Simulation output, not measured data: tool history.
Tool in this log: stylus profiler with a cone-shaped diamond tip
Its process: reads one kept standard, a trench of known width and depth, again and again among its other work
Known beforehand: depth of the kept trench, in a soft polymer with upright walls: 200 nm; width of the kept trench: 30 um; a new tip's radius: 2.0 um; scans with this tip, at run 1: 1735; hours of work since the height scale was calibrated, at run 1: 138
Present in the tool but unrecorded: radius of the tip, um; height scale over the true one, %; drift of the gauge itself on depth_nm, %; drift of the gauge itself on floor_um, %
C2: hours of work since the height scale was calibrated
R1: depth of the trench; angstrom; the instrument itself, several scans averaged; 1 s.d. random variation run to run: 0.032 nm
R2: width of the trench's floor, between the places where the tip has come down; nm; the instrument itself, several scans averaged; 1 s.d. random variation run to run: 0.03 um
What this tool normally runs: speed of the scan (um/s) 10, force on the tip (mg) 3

run 1 hour=0 | speed_of_the_scan_(um/s)=10 force_on_the_tip_(mg)=3 | scans_with_this_tip=1735 C2=138 | R1=2019.2 R2=28140
run 2 hour=21.9 | speed_of_the_scan_(um/s)=10 force_on_the_tip_(mg)=3 | scans_with_this_tip=1864 C2=149 | R1=2019.3 R2=28110
run 3 hour=45.5 | speed_of_the_scan_(um/s)=10 force_on_the_tip_(mg)=3 | scans_with_this_tip=2002 C2=160 | R1=2018.8 R2=28060
run 4 hour=72.1 | speed_of_the_scan_(um/s)=10 force_on_the_tip_(mg)=3 | scans_with_this_tip=2158 C2=172 | R1=2018.7 R2=28070
run 5 hour=105.4 | speed_of_the_scan_(um/s)=10 force_on_the_tip_(mg)=3 | scans_with_this_tip=2353 C2=188 | R1=2018.8 R2=28060
run 6 hour=139.9 | speed_of_the_scan_(um/s)=10 force_on_the_tip_(mg)=3 | scans_with_this_tip=2556 C2=204 | R1=2019 R2=28120
run 7 hour=158.6 | speed_of_the_scan_(um/s)=10 force_on_the_tip_(mg)=3 | scans_with_this_tip=2666 C2=213 | R1=2018.9 R2=28020
-- hour=161.1 height scale calibrated on a step standard
run 8 hour=179.3 | speed_of_the_scan_(um/s)=10 force_on_the_tip_(mg)=3 | scans_with_this_tip=2784 C2=9 | R1=2018.3 R2=27990
run 9 hour=207.7 | speed_of_the_scan_(um/s)=11 force_on_the_tip_(mg)=3 | scans_with_this_tip=2950 C2=22 | R1=2017.7 R2=28050
-- hour=231.8 height scale calibrated on a step standard, once more
run 10 hour=238.6 | speed_of_the_scan_(um/s)=11 force_on_the_tip_(mg)=3 | scans_with_this_tip=3129 C2=3 | R1=2020.4 R2=28020
run 11 hour=264.9 | speed_of_the_scan_(um/s)=11 force_on_the_tip_(mg)=3 | scans_with_this_tip=3283 C2=15 | R1=2019.8 R2=28060
run 12 hour=294.4 | speed_of_the_scan_(um/s)=26 force_on_the_tip_(mg)=3 | scans_with_this_tip=3456 C2=29 | R1=2020.3 R2=27950
run 13 hour=311.3 | speed_of_the_scan_(um/s)=13 force_on_the_tip_(mg)=1.75 | scans_with_this_tip=3555 C2=37 | R1=2013.2 R2=27920
run 14 hour=331 | speed_of_the_scan_(um/s)=4 force_on_the_tip_(mg)=1.14 | scans_with_this_tip=3671 C2=46 | R1=2010.4 R2=27940
run 15 hour=364.5 | speed_of_the_scan_(um/s)=4 force_on_the_tip_(mg)=1.14 | scans_with_this_tip=3867 C2=62 | R1=2010.3 R2=27980
run 16 hour=389.7 | speed_of_the_scan_(um/s)=12 force_on_the_tip_(mg)=6.76 | scans_with_this_tip=4014 C2=74 | R1=2034.3 R2=27980
run 17 hour=410.2 | speed_of_the_scan_(um/s)=3 force_on_the_tip_(mg)=6.47 | scans_with_this_tip=4135 C2=83 | R1=2033.8 R2=28000
run 18 hour=433.4 | speed_of_the_scan_(um/s)=23 force_on_the_tip_(mg)=1.26 | scans_with_this_tip=4271 C2=94 | R1=2010.3 R2=27860
run 19 hour=452.6 | speed_of_the_scan_(um/s)=7 force_on_the_tip_(mg)=1.26 | scans_with_this_tip=4383 C2=103 | R1=2010.1 R2=27970
run 20 hour=470.5 | speed_of_the_scan_(um/s)=21 force_on_the_tip_(mg)=1.86 | scans_with_this_tip=4488 C2=112 | R1=2013.6 R2=27910
run 21 hour=494.9 | speed_of_the_scan_(um/s)=21 force_on_the_tip_(mg)=1.86 | scans_with_this_tip=4631 C2=123 | R1=2013.3 R2=27930

Here are 3 independent what-if runs from the current tool condition. What would each one return?
run A hour=528.5 | speed_of_the_scan_(um/s)=10 force_on_the_tip_(mg)=1.76 | scans_with_this_tip=4828 C2=139 | R1=? R2=?
run B hour=528.5 | speed_of_the_scan_(um/s)=10 force_on_the_tip_(mg)=8.25 | scans_with_this_tip=4828 C2=139 | R1=? R2=?
run C hour=528.5 | speed_of_the_scan_(um/s)=10 force_on_the_tip_(mg)=6.48 | scans_with_this_tip=4828 C2=139 | R1=? R2=?

run=A R1=2012.8 R2=27920
run=B R1=2038.3 R2=27900
run=C R1=2033 R2=27880
Take away the tool's hidden state, keep each run's random variation, and the runs would have read:
run=A R1=2014.1 R2=28250
run=B R1=2039.7 R2=28220
run=C R1=2034.4 R2=28210
